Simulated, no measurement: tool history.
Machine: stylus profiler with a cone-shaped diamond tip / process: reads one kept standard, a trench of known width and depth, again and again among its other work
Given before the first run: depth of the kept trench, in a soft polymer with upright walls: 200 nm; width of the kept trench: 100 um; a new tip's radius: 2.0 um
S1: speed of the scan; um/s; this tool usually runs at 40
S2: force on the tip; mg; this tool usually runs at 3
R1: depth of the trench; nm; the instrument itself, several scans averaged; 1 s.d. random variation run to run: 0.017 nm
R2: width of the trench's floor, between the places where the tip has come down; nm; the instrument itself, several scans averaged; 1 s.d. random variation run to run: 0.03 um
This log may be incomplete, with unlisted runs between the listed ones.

Run 1, day 0: usual settings. Result: R1 203.42 nm, R2 98150 nm.
Run 2, day 0.567: usual settings. Result: R1 203.42 nm, R2 98110 nm.
Run 3, day 1.312: usual settings but S2 1.88 mg. Result: R1 202.46 nm, R2 98070 nm.
Run 4, day 2.517: usual settings but S1 65 um/s. Result: R1 203.44 nm, R2 98020 nm.
Run 5, day 3.729: usual settings but S1 65 um/s. Result: R1 203.42 nm, R2 97990 nm.
Run 6, day 4.858: usual settings but S1 65 um/s, S2 8.2 mg. Result: R1 206.72 nm, R2 98100 nm.
Run 7, day 6.017: usual settings but S1 65 um/s, S2 8.2 mg. Result: R1 206.75 nm, R2 98100 nm.
Run 8, day 6.971: usual settings but S1 65 um/s, S2 8.2 mg. Result: R1 206.72 nm, R2 98120 nm.
Run 9, day 7.917: usual settings. Result: R1 203.44 nm, R2 98130 nm.
Run 10, day 8.638: usual settings. Result: R1 203.42 nm, R2 98110 nm.
Run 11, day 9.262: usual settings but S2 5.26 mg. Result: R1 205 nm, R2 98140 nm.
Run 12, day 10.221: usual settings. Result: R1 203.44 nm, R2 98140 nm.
Run 13, day 11.262: usual settings. Result: R1 203.41 nm, R2 98120 nm.
Run 14, day 12.279: usual settings. Result: R1 203.41 nm, R2 98080 nm.
Run 15, day 12.883: usual settings but S1 82 um/s. Result: R1 203.42 nm, R2 97940 nm.
Run 16, day 13.408: usual settings but S1 82 um/s. Result: R1 203.39 nm, R2 98030 nm.
Run 17, day 14.617: usual settings but S1 34 um/s. Result: R1 203.41 nm, R2 98110 nm.
Run 18, day 15.454: usual settings. Result: R1 203.43 nm, R2 98140 nm.
Run 19, day 16.308: usual settings. Result: R1 203.39 nm, R2 98080 nm.
Run 20, day 17.396: usual settings. Result: R1 203.42 nm, R2 98110 nm.
Run 21, day 18.117: usual settings but S1 34 um/s. Result: R1 203.44 nm, R2 98140 nm.
Run 22, day 19.183: usual settings but S1 34 um/s. Result: R1 203.43 nm, R2 98120 nm.
Run 23, day 20.133: usual settings. Result: R1 203.42 nm, R2 98130 nm.
Run 24, day 21.362: usual settings but S2 7.73 mg. Result: R1 206.48 nm, R2 98160 nm.
Run 25, day 21.871: usual settings but S1 111 um/s, S2 4.58 mg. Result: R1 204.53 nm, R2 97870 nm.
Run 26, day 23.038: usual settings but S1 111 um/s, S2 4.58 mg. Result: R1 204.55 nm, R2 97940 nm.
Run 27, day 24.3: usual settings but S1 102 um/s. Result: R1 203.41 nm, R2 97930 nm.
Run 28, day 25.525: usual settings but S1 102 um/s. Result: R1 203.42 nm, R2 97890 nm.
Run 29, day 26.154: usual settings but S1 14 um/s, S2 7.36 mg. Result: R1 206.26 nm, R2 98190 nm.
At day 26.312: height scale calibrated on a step standard.
Run 30, day 27.438: usual settings but S1 123 um/s, S2 1.28 mg. Result: R1 201.95 nm, R2 97610 nm.
Run 31, day 28.046: usual settings but S2 4.82 mg. Result: R1 204.75 nm, R2 98090 nm.
Run 32, day 29.004: usual settings but S1 141 um/s, S2 2.38 mg. Result: R1 202.93 nm, R2 97720 nm.
Run 33, day 29.9: usual settings but S1 20 um/s, S2 3.91 mg. Result: R1 204.09 nm, R2 98190 nm.
Run 34, day 31.162: usual settings but S1 20 um/s, S2 3.91 mg. Result: R1 204.09 nm, R2 98170 nm.
Run 35, day 32.008: usual settings but S1 20 um/s, S2 3.91 mg. Result: R1 204.11 nm, R2 98180 nm.
Run 36, day 32.588: usual settings but S1 20 um/s, S2 3.91 mg. Result: R1 204.14 nm, R2 98180 nm.
Run 37, day 33.208: usual settings but S1 108 um/s, S2 1.69 mg. Result: R1 202.35 nm, R2 97720 nm.
Run 38, day 33.971: usual settings but S1 68 um/s, S2 2.05 mg. Result: R1 202.64 nm, R2 97960 nm.
Run 39, day 34.508: usual settings but S1 68 um/s, S2 2.05 mg. Result: R1 202.67 nm, R2 97940 nm.
Run 40, day 35.125: usual settings but S1 48 um/s, S2 4.98 mg. Result: R1 204.84 nm, R2 98150 nm.
Run 41, day 36.25: usual settings but S1 48 um/s, S2 4.98 mg. Result: R1 204.85 nm, R2 98120 nm.
Run 42, day 37.117: usual settings but S1 42 um/s. Result: R1 203.45 nm, R2 98100 nm.
Run 43, day 38.192: usual settings but S1 42 um/s. Result: R1 203.44 nm, R2 98050 nm.
Run 44, day 39.071: usual settings but S1 16 um/s, S2 2.54 mg. Result: R1 203.07 nm, R2 98210 nm.
Run 45, day 39.908: usual settings but S1 116 um/s, S2 1.57 mg. Result: R1 202.23 nm, R2 97680 nm.
Run 46, day 40.704: usual settings but S2 7.69 mg. Result: R1 206.46 nm, R2 98090 nm.

Here are 4 independent what-if runs from the current tool condition. What would each one return?
Run A, day 41.838: usual settings but S1 39 um/s, S2 2.41 mg. Result: R1 ?, R2 ?.
Run B, day 41.838: usual settings but S1 72 um/s, S2 7.02 mg. Result: R1 ?, R2 ?.
Run C, day 41.838: usual settings but S1 59 um/s, S2 4.18 mg. Result: R1 ?, R2 ?.
Run D, day 41.838: usual settings but S2 5.76 mg. Result: R1 ?, R2 ?.

run      R1     R2
  A  202.95  98120
  B  206.08  98090
  C   204.3  98060
  D   205.3  98160
Without the tool's unlogged condition, the same runs would have read:
run      R1     R2
  A  202.95  98140
  B  206.08  98100
  C   204.3  98080
  D  205.31  98180
